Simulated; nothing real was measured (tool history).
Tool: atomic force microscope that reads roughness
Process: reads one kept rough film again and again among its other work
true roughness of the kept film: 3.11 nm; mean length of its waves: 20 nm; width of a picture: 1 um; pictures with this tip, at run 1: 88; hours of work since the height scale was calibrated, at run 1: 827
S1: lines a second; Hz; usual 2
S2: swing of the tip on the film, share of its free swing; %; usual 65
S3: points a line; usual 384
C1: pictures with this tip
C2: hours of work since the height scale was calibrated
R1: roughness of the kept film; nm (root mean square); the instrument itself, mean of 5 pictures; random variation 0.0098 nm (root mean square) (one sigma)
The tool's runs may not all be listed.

| run | hour | S1 | S2 | S3 | C1 | C2 | R1 |
|---|---|---|---|---|---|---|---|
| 1 | 0 | 2 | 65 | 384 | 88 | 827 | 1.542 |
|  | 32.4 | new tip fitted |
| 2 | 34.4 | 2 | 65 | 384 | 4 | 848 | 2.139 |
| 3 | 67.7 | 2 | 65 | 384 | 69 | 868 | 1.681 |
| 4 | 91.4 | 2 | 65 | 384 | 115 | 883 | 1.46 |
|  | 111.1 | new tip fitted |
| 5 | 113.2 | 0.67 | 65 | 384 | 4 | 896 | 2.18 |
| 6 | 140.5 | 0.67 | 57 | 384 | 57 | 913 | 1.833 |
| 7 | 183.6 | 0.67 | 57 | 384 | 141 | 939 | 1.469 |
|  | 188.1 | new tip fitted |
| 8 | 226.2 | 0.54 | 57 | 384 | 74 | 965 | 1.762 |
|  | 265 | new tip fitted |
| 9 | 268 | 0.54 | 57 | 587 | 6 | 990 | 2.246 |
| 10 | 291.5 | 0.54 | 66 | 587 | 52 | 1005 | 1.874 |
| 11 | 322.6 | 0.54 | 66 | 587 | 112 | 1024 | 1.574 |
|  | 342.6 | new tip fitted |
| 12 | 348.6 | 1.09 | 65 | 384 | 12 | 1039 | 2.123 |
| 13 | 390.6 | 2 | 65 | 384 | 94 | 1065 | 1.563 |
|  | 420.8 | new tip fitted |
| 14 | 440.4 | 2 | 65 | 384 | 38 | 1095 | 1.894 |
| 15 | 473.2 | 2 | 65 | 384 | 102 | 1116 | 1.486 |
|  | 498.7 | new tip fitted |
| 16 | 500.5 | 2 | 65 | 384 | 3 | 1132 | 2.186 |
| 17 | 525.8 | 2 | 65 | 881 | 52 | 1147 | 1.822 |
| 18 | 554.9 | 1.2 | 65 | 629 | 109 | 1165 | 1.568 |
|  | 576.2 | new tip fitted |
| 19 | 601.7 | 1.95 | 79 | 516 | 49 | 1194 | 1.703 |
| 20 | 649.5 | 2 | 75 | 384 | 143 | 1223 | 1.294 |
|  | 655.6 | new tip fitted |
| 21 | 681 | 2 | 75 | 334 | 50 | 1242 | 1.737 |
| 22 | 726.6 | 2 | 75 | 334 | 139 | 1270 | 1.338 |
|  | 733.6 | new tip fitted |
| 23 | 759.8 | 2 | 75 | 797 | 51 | 1290 | 1.78 |
| 24 | 798 | 2 | 75 | 797 | 125 | 1313 | 1.418 |
|  | 814.1 | new tip fitted |
| 25 | 826.5 | 2 | 87 | 327 | 25 | 1331 | 1.778 |
| 26 | 858.3 | 2 | 87 | 327 | 87 | 1350 | 1.461 |
| 27 | 879.7 | 0.68 | 64 | 785 | 128 | 1363 | 1.502 |
|  | 891.5 | new tip fitted |
| 28 | 909.1 | 0.68 | 72 | 321 | 34 | 1381 | 1.969 |
| 29 | 933.6 | 1.58 | 65 | 947 | 82 | 1396 | 1.686 |
| 30 | 964.6 | 1.51 | 65 | 947 | 142 | 1415 | 1.431 |
|  | 971.7 | new tip fitted |
| 31 | 1011.7 | 1.51 | 65 | 947 | 78 | 1444 | 1.688 |
|  | 1051.7 | new tip fitted |
| 32 | 1051.7 | 2 | 68 | 384 | 0 | 1468 | 2.182 |

Forecast each of these 5 alternatives for the next run:
| A | 1092.5 | 2.77 | 68 | 384 | 79 | 1493 | ? |
| B | 1092.5 | 3.08 | 68 | 384 | 79 | 1493 | ? |
| C | 1092.5 | 3.1 | 74 | 926 | 79 | 1493 | ? |
| D | 1092.5 | 2.11 | 70 | 384 | 79 | 1493 | ? |
| E | 1092.5 | 2 | 65 | 373 | 79 | 1493 | ? |

| run | R1 |
|---|---|
| A | 1.594 |
| B | 1.57 |
| C | 1.53 |
| D | 1.593 |
| E | 1.631 |
Without the tool's hidden state the same runs would have given:
| run | R1 |
|---|---|
| A | 2.173 |
| B | 2.142 |
| C | 2.087 |
| D | 2.172 |
| E | 2.223 |

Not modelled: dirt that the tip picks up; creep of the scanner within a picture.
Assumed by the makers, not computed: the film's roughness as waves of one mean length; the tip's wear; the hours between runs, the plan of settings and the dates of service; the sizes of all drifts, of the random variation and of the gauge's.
